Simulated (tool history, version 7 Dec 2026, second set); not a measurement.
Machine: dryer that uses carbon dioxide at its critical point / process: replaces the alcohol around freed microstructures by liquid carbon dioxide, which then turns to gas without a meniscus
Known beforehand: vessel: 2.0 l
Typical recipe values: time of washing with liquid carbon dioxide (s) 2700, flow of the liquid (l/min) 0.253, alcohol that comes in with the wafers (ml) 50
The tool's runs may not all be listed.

run    hour  time of washing with liquid carbon dioxide (s)  flow of the liquid (l/min)  alcohol that comes in with the wafers (ml)  alcohol left in the vessel before it's heated (ppm by volume)
  1     0.0                                            2700                       0.253                                          50                                                            340
  2    28.3                                            2700                       0.253                                          50                                                            344
  3    56.3                                            1920                       0.253                                          50                                                           1258
  4    72.4                                            1920                       0.253                                          50                                                           1256
  5   106.5                                            1920                       0.253                                          50                                                           1300
  6   142.2                                            2700                       0.190                                          50                                                           1222
  7   160.8                                            1740                       0.190                                          50                                                           3591
  8   178.3                                            1740                       0.190                                          50                                                           3741
  9   199.6                                            1740                       0.190                                          50                                                           3767
 10   232.7                                            1740                       0.190                                          50                                                           3732
      256.6  -- inlet filter changed
 11   263.9                                            1740                       0.190                                          50                                                           2843
 12   287.3                                            1740                       0.190                                          50                                                           2801
 13   304.4                                            1620                       0.190                                          50                                                           3254
 14   329.4                                            1620                       0.190                                          50                                                           3441
 15   349.1                                            1620                       0.190                                          50                                                           3441
 16   364.7                                            1620                       0.190                                          50                                                           3485
 17   402.1                                            2700                       0.253                                          50                                                            341
 18   425.4                                            2700                       0.288                                          50                                                            189
 19   452.6                                            2640                       0.253                                          50                                                            395
 20   476.5                                            2700                       0.253                                          50                                                            371
 21   496.3                                            2700                       0.173                                          50                                                           1479
 22   522.7                                            2220                       0.253                                          50                                                            810
 23   553.4                                            2220                       0.253                                          50                                                            807
 24   569.0                                            2220                       0.253                                          55                                                            905
 25   593.2                                            1680                       0.253                                          50                                                           1927
 26   618.3                                            3900                       0.208                                          79                                                            372
 27   649.5                                            4320                       0.356                                          32                                                             58
 28   676.1                                            1860                       0.253                                          38                                                           1209
 29   704.5                                            1980                       0.417                                          25                                                            150
      709.0  -- inlet filter changed
 30   730.9                                            2220                       0.183                                          25                                                            910
 31   754.0                                            2220                       0.183                                          25                                                            914
 32   788.1                                            3300                       0.269                                          43                                                            135
 33   805.9                                            3300                       0.269                                          43                                                            136
 34   829.1                                            3300                       0.269                                          82                                                            191
 35   862.4                                            3660                       0.253                                          50                                                            146
 36   899.8                                            2700                       0.253                                          76                                                            549
 37   932.2                                            2520                       0.253                                          84                                                            798
 38   968.8                                            2520                       0.253                                          69                                                            749
      981.7  -- purifier's bed changed
 39  1007.3                                            2700                       0.337                                          90                                                            147
 40  1024.5                                            2700                       0.337                                          90                                                            148
 41  1047.5                                            2700                       0.242                                         103                                                            966
 42  1068.8                                            2700                       0.242                                         103                                                           1005
 43  1099.6                                            3420                       0.291                                         103                                                            139
 44  1125.5                                            3060                       0.178                                          22                                                            477

4 options for the next run, each taken on its own from the tool as it stands now. Forecast them:
  A  1160.3                                            1980                       0.370                                          22                                                              ?
  B  1160.3                                            2700                       0.253                                          41                                                              ?
  C  1160.3                                            3600                       0.253                                          53                                                              ?
  D  1160.3                                            1740                       0.391                                          22                                                              ?

run  alcohol left in the vessel before it's heated (ppm by volume)
  A                                                            156
  B                                                            400
  C                                                            158
  D                                                            188
Had the tool no hidden state, the same runs would have come out as:
run  alcohol left in the vessel before it's heated (ppm by volume)
  A                                                             71
  B                                                            199
  C                                                             65
  D                                                             83

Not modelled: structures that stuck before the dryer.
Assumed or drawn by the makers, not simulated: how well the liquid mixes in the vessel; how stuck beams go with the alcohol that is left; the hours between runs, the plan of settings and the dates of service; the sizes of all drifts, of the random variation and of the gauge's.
